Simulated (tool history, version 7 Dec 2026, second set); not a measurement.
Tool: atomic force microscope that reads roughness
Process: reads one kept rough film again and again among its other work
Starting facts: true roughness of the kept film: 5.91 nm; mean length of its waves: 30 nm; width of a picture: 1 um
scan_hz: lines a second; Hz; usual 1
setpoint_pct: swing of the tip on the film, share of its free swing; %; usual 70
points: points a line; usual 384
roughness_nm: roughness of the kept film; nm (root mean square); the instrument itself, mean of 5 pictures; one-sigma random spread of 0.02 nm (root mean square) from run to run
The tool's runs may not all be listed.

| run | hour | scan_hz | setpoint_pct | points | roughness_nm |
|---|---|---|---|---|---|
| 1 | 0 | 1 | 70 | 384 | 3.91 |
| 2 | 6.5 | 1 | 68 | 384 | 3.762 |
|  | 8.9 | new tip fitted |
| 3 | 13.6 | 1 | 70 | 384 | 4.78 |
| 4 | 24.9 | 1 | 70 | 384 | 4.455 |
| 5 | 34.4 | 1 | 70 | 384 | 4.26 |
| 6 | 47.7 | 1 | 70 | 384 | 3.93 |
| 7 | 56.6 | 0.79 | 70 | 384 | 3.796 |
|  | 63.7 | new tip fitted |
| 8 | 71.1 | 1 | 70 | 384 | 4.674 |
| 9 | 80.6 | 1 | 70 | 384 | 4.414 |
| 10 | 89.4 | 1 | 77 | 384 | 4.159 |
| 11 | 96.9 | 1 | 70 | 384 | 4.012 |
| 12 | 106.3 | 1 | 70 | 943 | 3.857 |
|  | 118.2 | new tip fitted |
| 13 | 119.2 | 1 | 70 | 943 | 4.995 |
| 14 | 126.6 | 1 | 70 | 461 | 4.731 |
| 15 | 141.8 | 1 | 70 | 629 | 4.389 |
| 16 | 156.2 | 1 | 70 | 384 | 3.997 |
| 17 | 168.3 | 1 | 70 | 384 | 3.741 |
|  | 173 | new tip fitted |
| 18 | 177 | 1 | 70 | 384 | 4.893 |
| 19 | 187.2 | 1 | 55 | 384 | 4.696 |
| 20 | 196.4 | 1 | 55 | 384 | 4.43 |
| 21 | 211.2 | 1 | 55 | 384 | 4.085 |
| 22 | 222.7 | 1 | 55 | 384 | 3.842 |
|  | 228.1 | new tip fitted |
| 23 | 237.1 | 1.43 | 70 | 429 | 4.644 |
| 24 | 249 | 1.55 | 70 | 671 | 4.318 |
| 25 | 258 | 1.55 | 70 | 671 | 4.074 |
|  | 260.4 | height scale calibrated on a step standard |
| 26 | 265.4 | 0.63 | 68 | 990 | 4.088 |
| 27 | 280.4 | 1.58 | 88 | 990 | 3.373 |
|  | 284.1 | new tip fitted |
| 28 | 295.5 | 0.54 | 65 | 551 | 4.76 |
| 29 | 303.3 | 2.35 | 76 | 521 | 4.121 |
| 30 | 317.8 | 0.67 | 73 | 607 | 4.165 |
|  | 327 | height scale calibrated on a step standard, once more |
| 31 | 327.9 | 0.67 | 73 | 607 | 3.949 |
|  | 340.2 | new tip fitted |
| 32 | 343.9 | 3.37 | 81 | 694 | 4.165 |
| 33 | 353.1 | 1.83 | 89 | 429 | 4.061 |
| 34 | 361.4 | 1.83 | 70 | 285 | 4.188 |
| 35 | 374.9 | 1.83 | 70 | 285 | 3.923 |
| 36 | 386.5 | 1.48 | 66 | 339 | 3.811 |
|  | 395.3 | new tip fitted |
| 37 | 402.7 | 0.89 | 70 | 384 | 4.774 |
| 38 | 416.6 | 1 | 59 | 457 | 4.424 |
| 39 | 426.3 | 2.82 | 70 | 384 | 3.895 |

Results for each run, recomputed without the tool's hidden state and with each run's random variation untouched:
The hidden state here: radius of the tip, nm; height scale over the true one, %; drift of the gauge itself on roughness_nm, %.
| run | roughness_nm |
|---|---|
| 1 | 5.064 |
| 2 | 5.043 |
| 3 | 4.987 |
| 4 | 4.994 |
| 5 | 5.054 |
| 6 | 5.012 |
| 7 | 5.051 |
| 8 | 5.016 |
| 9 | 4.998 |
| 10 | 4.953 |
| 11 | 4.979 |
| 12 | 5.029 |
| 13 | 5.039 |
| 14 | 5.012 |
| 15 | 5.062 |
| 16 | 5.024 |
| 17 | 5.004 |
| 18 | 5.013 |
| 19 | 5.139 |
| 20 | 5.115 |
| 21 | 5.127 |
| 22 | 5.13 |
| 23 | 4.935 |
| 24 | 4.956 |
| 25 | 4.9 |
| 26 | 5.11 |
| 27 | 4.537 |
| 28 | 5.111 |
| 29 | 4.648 |
| 30 | 5.096 |
| 31 | 5.073 |
| 32 | 4.296 |
| 33 | 4.421 |
| 34 | 4.824 |
| 35 | 4.857 |
| 36 | 4.993 |
| 37 | 5.023 |
| 38 | 5.085 |
| 39 | 4.729 |
